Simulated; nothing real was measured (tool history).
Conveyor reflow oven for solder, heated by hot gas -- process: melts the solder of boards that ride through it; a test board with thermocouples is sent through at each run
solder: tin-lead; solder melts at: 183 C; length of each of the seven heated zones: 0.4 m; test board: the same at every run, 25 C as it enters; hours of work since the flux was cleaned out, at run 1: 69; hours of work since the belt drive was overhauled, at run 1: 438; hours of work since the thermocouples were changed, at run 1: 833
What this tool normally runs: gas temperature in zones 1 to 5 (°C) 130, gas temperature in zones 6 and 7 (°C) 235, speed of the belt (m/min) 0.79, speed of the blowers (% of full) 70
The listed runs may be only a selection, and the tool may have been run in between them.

run,hour,gas temperature in zones 1 to 5 (°C),gas temperature in zones 6 and 7 (°C),speed of the belt (m/min),speed of the blowers (% of full),hours of work since the flux was cleaned out,hours of work since the belt drive was overhauled,hours of work since the thermocouples were changed,highest temperature of the board (°C),time above the solder's melting point (s)
1,0,130,235,0.79,70,69,438,833,216.4,42.5
2,28.2,140,235,0.79,70,88,457,852,218,46.66
3,51.2,130,235,0.79,59,104,473,868,213.5,40.34
4,79.3,127,235,0.79,70,123,492,887,215.7,41.62
5,113.2,127,235,0.79,73,146,516,910,216.4,42.07
6,132.4,130,244,0.79,70,159,529,923,224.1,47.23
# hour 174.4: flux residue cleaned out of gas plates and filters
7,178.6,130,244,0.79,70,3,557,952,224.2,47.26
8,205.6,130,244,0.79,70,21,575,970,224.4,47.37
9,248.2,130,235,0.891,73,50,604,999,212.4,35.15

Run 10 comes next. What will it give?
10,275.1,117,231,0.79,70,69,623,1018,?,?

highest temperature of the board (°C): 210.5
time above the solder's melting point (s): 35.55
If the tool had no hidden condition, the same run with the same run-to-run variation would have returned highest temperature of the board (°C) 210.4, time above the solder's melting point (s) 35.5.

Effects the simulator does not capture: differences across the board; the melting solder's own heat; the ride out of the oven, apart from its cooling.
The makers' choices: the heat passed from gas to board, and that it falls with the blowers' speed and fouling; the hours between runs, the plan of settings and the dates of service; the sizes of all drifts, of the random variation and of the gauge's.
